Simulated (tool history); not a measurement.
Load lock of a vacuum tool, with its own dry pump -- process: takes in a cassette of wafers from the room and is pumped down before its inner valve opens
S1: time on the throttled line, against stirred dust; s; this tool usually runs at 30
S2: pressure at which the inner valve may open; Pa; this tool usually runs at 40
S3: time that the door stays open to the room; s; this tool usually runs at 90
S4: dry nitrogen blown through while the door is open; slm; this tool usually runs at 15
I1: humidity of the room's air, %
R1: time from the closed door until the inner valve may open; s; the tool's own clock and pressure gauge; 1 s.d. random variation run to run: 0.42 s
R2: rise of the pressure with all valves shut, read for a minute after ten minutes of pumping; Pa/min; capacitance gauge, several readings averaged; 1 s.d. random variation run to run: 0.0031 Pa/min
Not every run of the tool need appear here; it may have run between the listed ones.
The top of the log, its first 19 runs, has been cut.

Run 20, hour 1754.3: usual settings but S1 27 s, S2 66 Pa, S3 32 s, S4 7 slm; I1 48.7. Result: R1 45.6 s, R2 0.057 Pa/min.
Run 21, hour 1827.4: usual settings but S1 21 s, S2 75 Pa, S3 32 s, S4 19 slm; I1 46.4. Result: R1 39.7 s, R2 0.042 Pa/min.
Run 22, hour 1912.1: usual settings but S1 21 s, S2 75 Pa, S3 32 s, S4 19 slm; I1 43.1. Result: R1 40.5 s, R2 0.038 Pa/min.
Run 23, hour 2043.9: usual settings but S3 57 s; I1 43.8. Result: R1 49.6 s, R2 0.050 Pa/min.
Run 24, hour 2162.6: usual settings but S2 54 Pa, S3 57 s; I1 41.3. Result: R1 48.6 s, R2 0.051 Pa/min.
Run 25, hour 2283.2: usual settings but S2 54 Pa, S3 57 s; I1 43.9. Result: R1 49.1 s, R2 0.056 Pa/min.
Run 26, hour 2425.4: usual settings but S2 54 Pa, S3 57 s; I1 43.6. Result: R1 48.3 s, R2 0.054 Pa/min.
Run 27, hour 2497.5: usual settings but S2 54 Pa, S3 57 s; I1 45.5. Result: R1 49.4 s, R2 0.057 Pa/min.
Run 28, hour 2616.1: usual settings but S2 54 Pa, S3 57 s; I1 47.9. Result: R1 49.0 s, R2 0.058 Pa/min.
Run 29, hour 2748.0: usual settings but S2 39 Pa, S3 34 s, S4 11 slm; I1 40.9. Result: R1 49.6 s, R2 0.043 Pa/min.
Run 30, hour 2873.3: usual settings but S2 45 Pa, S3 42 s, S4 11 slm; I1 43.5. Result: R1 49.3 s, R2 0.052 Pa/min.
At hour 2945.1: dry pump taken out, an overhauled one fitted.
Run 31, hour 3008.4: usual settings but S1 34 s, S2 45 Pa, S3 134 s, S4 11 slm; I1 44.4. Result: R1 52.7 s, R2 0.087 Pa/min.
Run 32, hour 3101.6: usual settings but S1 34 s, S2 45 Pa, S3 134 s, S4 11 slm; I1 47.4. Result: R1 52.0 s, R2 0.092 Pa/min.
Run 33, hour 3172.0: usual settings but S1 34 s, S2 29 Pa, S3 42 s, S4 12 slm; I1 48.1. Result: R1 54.6 s, R2 0.055 Pa/min.
Run 34, hour 3236.0: usual settings but S1 34 s, S2 29 Pa, S3 42 s, S4 12 slm; I1 46.3. Result: R1 54.0 s, R2 0.052 Pa/min.
Run 35, hour 3332.6: usual settings but S1 34 s, S2 29 Pa, S3 42 s, S4 12 slm; I1 46.2. Result: R1 53.7 s, R2 0.050 Pa/min.
Run 36, hour 3396.7: usual settings but S1 23 s, S2 30 Pa, S3 42 s, S4 12 slm; I1 45.5. Result: R1 45.4 s, R2 0.051 Pa/min.
Run 37, hour 3536.2: usual settings but S1 23 s, S2 30 Pa, S3 42 s, S4 12 slm; I1 43.8. Result: R1 46.3 s, R2 0.049 Pa/min.

What if the next run were any one of these 4? Each begins from the tool's condition after run 37:
Run A, hour 3607.7: usual settings but S1 45 s, S4 37 slm; I1 45.7. Result: R1 ?, R2 ?.
Run B, hour 3607.7: usual settings but S2 44 Pa, S3 129 s; I1 43.2. Result: R1 ?, R2 ?.
Run C, hour 3607.7: usual settings but S1 23 s, S2 29 Pa, S3 79 s, S4 12 slm; I1 48.3. Result: R1 ?, R2 ?.
Run D, hour 3607.7: usual settings but S2 30 Pa, S3 200 s, S4 6 slm; I1 46.8. Result: R1 ?, R2 ?.

run    R1     R2
  A  61.1  0.045
  B  50.1  0.075
  C  45.1  0.075
  D  51.6  0.126
With no hidden state in the tool, these same runs would have given:
run    R1     R2
  A  61.1  0.045
  B  50.1  0.075
  C  45.1  0.075
  D  51.6  0.125
